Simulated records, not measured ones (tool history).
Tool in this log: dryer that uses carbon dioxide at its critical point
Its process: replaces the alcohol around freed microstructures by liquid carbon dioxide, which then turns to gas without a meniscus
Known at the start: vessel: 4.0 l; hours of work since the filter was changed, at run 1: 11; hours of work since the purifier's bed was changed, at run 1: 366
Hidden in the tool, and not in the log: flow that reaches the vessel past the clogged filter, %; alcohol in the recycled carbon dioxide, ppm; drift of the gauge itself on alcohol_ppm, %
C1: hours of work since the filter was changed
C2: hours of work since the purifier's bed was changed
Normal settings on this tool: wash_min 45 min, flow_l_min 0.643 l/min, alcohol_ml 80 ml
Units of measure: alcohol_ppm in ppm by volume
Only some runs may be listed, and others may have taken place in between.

{"run": 1, "hour": 0.0, "wash_min": 45, "flow_l_min": 0.643, "alcohol_ml": 80, "C1": 11, "C2": 366, "alcohol_ppm": 72}
{"run": 2, "hour": 6.4, "wash_min": 45, "flow_l_min": 0.643, "alcohol_ml": 80, "C1": 16, "C2": 371, "alcohol_ppm": 77}
{"run": 3, "hour": 14.1, "wash_min": 41, "flow_l_min": 0.643, "alcohol_ml": 80, "C1": 22, "C2": 377, "alcohol_ppm": 105}
{"run": 4, "hour": 25.5, "wash_min": 41, "flow_l_min": 0.571, "alcohol_ml": 80, "C1": 31, "C2": 386, "alcohol_ppm": 141}
{"run": 5, "hour": 34.2, "wash_min": 45, "flow_l_min": 0.643, "alcohol_ml": 80, "C1": 37, "C2": 393, "alcohol_ppm": 78}
{"run": 6, "hour": 39.8, "wash_min": 45, "flow_l_min": 0.643, "alcohol_ml": 80, "C1": 42, "C2": 397, "alcohol_ppm": 85}
{"run": 7, "hour": 49.8, "wash_min": 45, "flow_l_min": 0.643, "alcohol_ml": 80, "C1": 50, "C2": 405, "alcohol_ppm": 88}
{"run": 8, "hour": 54.8, "wash_min": 45, "flow_l_min": 0.643, "alcohol_ml": 80, "C1": 53, "C2": 409, "alcohol_ppm": 82}
{"run": 9, "hour": 61.1, "wash_min": 45, "flow_l_min": 0.643, "alcohol_ml": 80, "C1": 58, "C2": 414, "alcohol_ppm": 78}
{"run": 10, "hour": 68.5, "wash_min": 45, "flow_l_min": 0.643, "alcohol_ml": 80, "C1": 64, "C2": 419, "alcohol_ppm": 99}
{"run": 11, "hour": 78.4, "wash_min": 45, "flow_l_min": 0.643, "alcohol_ml": 80, "C1": 72, "C2": 427, "alcohol_ppm": 85}
{"run": 12, "hour": 84.7, "wash_min": 45, "flow_l_min": 0.643, "alcohol_ml": 80, "C1": 77, "C2": 432, "alcohol_ppm": 81}
{"run": 13, "hour": 92.6, "wash_min": 45, "flow_l_min": 0.643, "alcohol_ml": 80, "C1": 83, "C2": 438, "alcohol_ppm": 89}
{"run": 14, "hour": 101.5, "wash_min": 45, "flow_l_min": 0.643, "alcohol_ml": 80, "C1": 90, "C2": 445, "alcohol_ppm": 87}
{"run": 15, "hour": 106.5, "wash_min": 45, "flow_l_min": 0.643, "alcohol_ml": 80, "C1": 94, "C2": 449, "alcohol_ppm": 95}
{"run": 16, "hour": 112.1, "wash_min": 45, "flow_l_min": 0.643, "alcohol_ml": 72, "C1": 98, "C2": 453, "alcohol_ppm": 92}
{"run": 17, "hour": 121.2, "wash_min": 33, "flow_l_min": 0.643, "alcohol_ml": 80, "C1": 105, "C2": 460, "alcohol_ppm": 199}
{"run": 18, "hour": 128.2, "wash_min": 45, "flow_l_min": 0.643, "alcohol_ml": 44, "C1": 110, "C2": 466, "alcohol_ppm": 87}
{"run": 19, "hour": 140.2, "wash_min": 45, "flow_l_min": 0.643, "alcohol_ml": 44, "C1": 120, "C2": 475, "alcohol_ppm": 90}
{"run": 20, "hour": 145.3, "wash_min": 45, "flow_l_min": 0.643, "alcohol_ml": 44, "C1": 124, "C2": 479, "alcohol_ppm": 88}
{"run": 21, "hour": 155.3, "wash_min": 45, "flow_l_min": 0.643, "alcohol_ml": 80, "C1": 132, "C2": 487, "alcohol_ppm": 92}
{"run": 22, "hour": 163.3, "wash_min": 45, "flow_l_min": 0.643, "alcohol_ml": 80, "C1": 138, "C2": 493, "alcohol_ppm": 88}
{"run": 23, "hour": 171.7, "wash_min": 45, "flow_l_min": 0.643, "alcohol_ml": 80, "C1": 144, "C2": 500, "alcohol_ppm": 97}
{"run": 24, "hour": 183.6, "wash_min": 36, "flow_l_min": 0.91, "alcohol_ml": 40, "C1": 154, "C2": 509, "alcohol_ppm": 88}
{"run": 25, "hour": 190.4, "wash_min": 36, "flow_l_min": 0.91, "alcohol_ml": 46, "C1": 159, "C2": 514, "alcohol_ppm": 78}
{"run": 26, "hour": 199.9, "wash_min": 68, "flow_l_min": 0.809, "alcohol_ml": 46, "C1": 166, "C2": 522, "alcohol_ppm": 87}
{"run": 27, "hour": 207.6, "wash_min": 34, "flow_l_min": 0.428, "alcohol_ml": 23, "C1": 172, "C2": 527, "alcohol_ppm": 273}
{"run": 28, "hour": 217.7, "wash_min": 34, "flow_l_min": 0.428, "alcohol_ml": 23, "C1": 180, "C2": 535, "alcohol_ppm": 284}
{"run": 29, "hour": 228.6, "wash_min": 34, "flow_l_min": 0.428, "alcohol_ml": 23, "C1": 188, "C2": 544, "alcohol_ppm": 292}
{"run": 30, "hour": 235.8, "wash_min": 34, "flow_l_min": 0.428, "alcohol_ml": 23, "C1": 194, "C2": 549, "alcohol_ppm": 292}
{"run": 31, "hour": 247.8, "wash_min": 34, "flow_l_min": 0.879, "alcohol_ml": 23, "C1": 203, "C2": 559, "alcohol_ppm": 96}
{"run": 32, "hour": 256.5, "wash_min": 34, "flow_l_min": 0.522, "alcohol_ml": 29, "C1": 210, "C2": 566, "alcohol_ppm": 206}
{"run": 33, "hour": 266.9, "wash_min": 55, "flow_l_min": 0.651, "alcohol_ml": 31, "C1": 218, "C2": 574, "alcohol_ppm": 89}
{"run": 34, "hour": 273.6, "wash_min": 36, "flow_l_min": 0.651, "alcohol_ml": 101, "C1": 223, "C2": 579, "alcohol_ppm": 209}
{"run": 35, "hour": 285.1, "wash_min": 36, "flow_l_min": 0.67, "alcohol_ml": 43, "C1": 232, "C2": 588, "alcohol_ppm": 129}
{"run": 36, "hour": 291.1, "wash_min": 36, "flow_l_min": 0.67, "alcohol_ml": 43, "C1": 237, "C2": 592, "alcohol_ppm": 139}
{"run": 37, "hour": 299.8, "wash_min": 36, "flow_l_min": 0.67, "alcohol_ml": 43, "C1": 244, "C2": 599, "alcohol_ppm": 135}
{"run": 38, "hour": 312.0, "wash_min": 38, "flow_l_min": 0.67, "alcohol_ml": 43, "C1": 253, "C2": 609, "alcohol_ppm": 128}
{"run": 39, "hour": 320.0, "wash_min": 34, "flow_l_min": 0.565, "alcohol_ml": 24, "C1": 260, "C2": 615, "alcohol_ppm": 167}
{"run": 40, "hour": 331.1, "wash_min": 45, "flow_l_min": 0.635, "alcohol_ml": 28, "C1": 268, "C2": 623, "alcohol_ppm": 99}
{"run": 41, "hour": 338.1, "wash_min": 45, "flow_l_min": 0.483, "alcohol_ml": 27, "C1": 274, "C2": 629, "alcohol_ppm": 154}
{"run": 42, "hour": 346.6, "wash_min": 30, "flow_l_min": 0.643, "alcohol_ml": 54, "C1": 280, "C2": 636, "alcohol_ppm": 263}
{"run": 43, "hour": 356.0, "wash_min": 45, "flow_l_min": 0.643, "alcohol_ml": 48, "C1": 288, "C2": 643, "alcohol_ppm": 121}
{"run": 44, "hour": 363.9, "wash_min": 62, "flow_l_min": 0.674, "alcohol_ml": 48, "C1": 294, "C2": 649, "alcohol_ppm": 105}
{"run": 45, "hour": 369.5, "wash_min": 37, "flow_l_min": 0.906, "alcohol_ml": 106, "C1": 298, "C2": 653, "alcohol_ppm": 122}

3 options for the next run, each taken on its own from the tool as it stands now. Forecast them:
{"run": "A", "hour": 380.0, "wash_min": 28, "flow_l_min": 0.651, "alcohol_ml": 106, "C1": 306, "C2": 662, "alcohol_ppm": "?"}
{"run": "B", "hour": 380.0, "wash_min": 37, "flow_l_min": 0.885, "alcohol_ml": 106, "C1": 306, "C2": 662, "alcohol_ppm": "?"}
{"run": "C", "hour": 380.0, "wash_min": 48, "flow_l_min": 0.52, "alcohol_ml": 40, "C1": 306, "C2": 662, "alcohol_ppm": "?"}

run=A alcohol_ppm=524
run=B alcohol_ppm=117
run=C alcohol_ppm=131
The same runs, with their run-to-run variation unchanged, on a tool lacking any hidden condition would have given:
run=A alcohol_ppm=333
run=B alcohol_ppm=15
run=C alcohol_ppm=28
